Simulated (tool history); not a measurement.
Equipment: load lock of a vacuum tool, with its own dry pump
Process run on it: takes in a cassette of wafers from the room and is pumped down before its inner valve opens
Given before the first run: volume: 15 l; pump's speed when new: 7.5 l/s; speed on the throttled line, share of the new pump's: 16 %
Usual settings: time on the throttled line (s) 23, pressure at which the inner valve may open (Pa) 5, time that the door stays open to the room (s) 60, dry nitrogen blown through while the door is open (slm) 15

run    hour  time on the throttled line (s)  pressure at which the inner valve may open (Pa)  time that the door stays open to the room (s)  dry nitrogen blown through while the door is open (slm)  incoming humidity of the room's air, %  time from the closed door until the inner valve may open (s)  rise of the pressure with all valves shut (Pa/min)
  1     0.0                              23                                                5                                             60                                                       15                                    45.0                                                          39.7                                               0.758
  2   126.1                              23                                                5                                             27                                                       15                                    48.1                                                          38.6                                               0.749
  3   288.7                              23                                                5                                             27                                                       15                                    47.0                                                          38.9                                               0.768
  4   445.1                              23                                                5                                             31                                                       15                                    43.6                                                          39.3                                               0.777
      479.0  -- door's seal changed, seat wiped
  5   558.3                              23                                                5                                             60                                                       15                                    44.6                                                          39.3                                               0.053
  6   714.4                              23                                                5                                             60                                                       15                                    46.0                                                          39.1                                               0.061
  7   829.1                              23                                                5                                             60                                                       15                                    44.4                                                          39.5                                               0.063
  8   977.4                              23                                                5                                             60                                                       15                                    41.7                                                          38.8                                               0.061
  9  1129.3                              23                                                5                                            158                                                       15                                    45.2                                                          39.0                                               0.095
 10  1216.7                              23                                                5                                             60                                                       15                                    46.5                                                          38.9                                               0.071
 11  1346.2                              23                                                5                                             60                                                       38                                    45.3                                                          38.4                                               0.049
 12  1514.7                              23                                                7                                             60                                                       38                                    44.4                                                          38.6                                               0.059
 13  1597.9                              23                                                7                                             60                                                       38                                    45.3                                                          38.6                                               0.064
 14  1683.0                              23                                                5                                             62                                                       15                                    45.9                                                          39.6                                               0.082
 15  1771.0                              23                                                5                                             60                                                       15                                    45.7                                                          39.5                                               0.082
 16  1854.4                              23                                                5                                             60                                                       15                                    47.0                                                          39.1                                               0.089
 17  1966.5                              23                                                5                                            194                                                       15                                    45.6                                                          39.4                                               0.126
 18  2041.9                              23                                                5                                             32                                                       15                                    43.5                                                          39.6                                               0.077
 19  2140.7                              17                                                6                                             53                                                       15                                    46.1                                                          33.9                                               0.091
 20  2234.9                              25                                                7                                            222                                                        6                                    46.4                                                          41.0                                               0.195
 21  2366.8                              14                                                6                                             60                                                       10                                    42.9                                                          32.3                                               0.116
 22  2470.0                              14                                                6                                             84                                                       12                                    44.4                                                          31.5                                               0.119
 23  2633.3                              14                                                6                                             84                                                       12                                    47.3                                                          31.4                                               0.134
 24  2719.1                              19                                                6                                             34                                                       12                                    47.6                                                          35.3                                               0.113
 25  2882.0                              23                                                7                                             63                                                       15                                    42.1                                                          38.9                                               0.114
 26  3031.7                              23                                                7                                             63                                                       15                                    40.1                                                          38.6                                               0.124
 27  3132.9                              23                                                7                                             63                                                       15                                    47.5                                                          39.1                                               0.130
 28  3254.4                              23                                                5                                             84                                                        7                                    44.0                                                          39.9                                               0.158
 29  3423.8                              23                                                5                                             84                                                        7                                    45.7                                                          39.6                                               0.179
 30  3507.6                              20                                                5                                             60                                                       31                                    43.6                                                          37.5                                               0.131

Here are 5 independent what-if runs from the current tool condition. What would each one return?
  A  3633.8                              14                                                5                                            154                                                       12                                    44.4                                                             ?                                                   ?
  B  3633.8                              23                                                6                                            135                                                       15                                    43.1                                                             ?                                                   ?
  C  3633.8                              26                                                5                                            180                                                       31                                    45.4                                                             ?                                                   ?
  D  3633.8                              14                                                4                                             60                                                       34                                    47.9                                                             ?                                                   ?
  E  3633.8                              34                                                6                                             60                                                       15                                    46.4                                                             ?                                                   ?

run  time from the closed door until the inner valve may open (s)  rise of the pressure with all valves shut (Pa/min)
  A                                                          32.3                                               0.190
  B                                                          39.0                                               0.173
  C                                                          41.9                                               0.156
  D                                                          33.3                                               0.135
  E                                                          48.7                                               0.152
With no hidden state in the tool, these same runs would have given:
run  time from the closed door until the inner valve may open (s)  rise of the pressure with all valves shut (Pa/min)
  A                                                          31.7                                               0.088
  B                                                          38.5                                               0.071
  C                                                          41.4                                               0.055
  D                                                          32.7                                               0.034
  E                                                          48.3                                               0.051
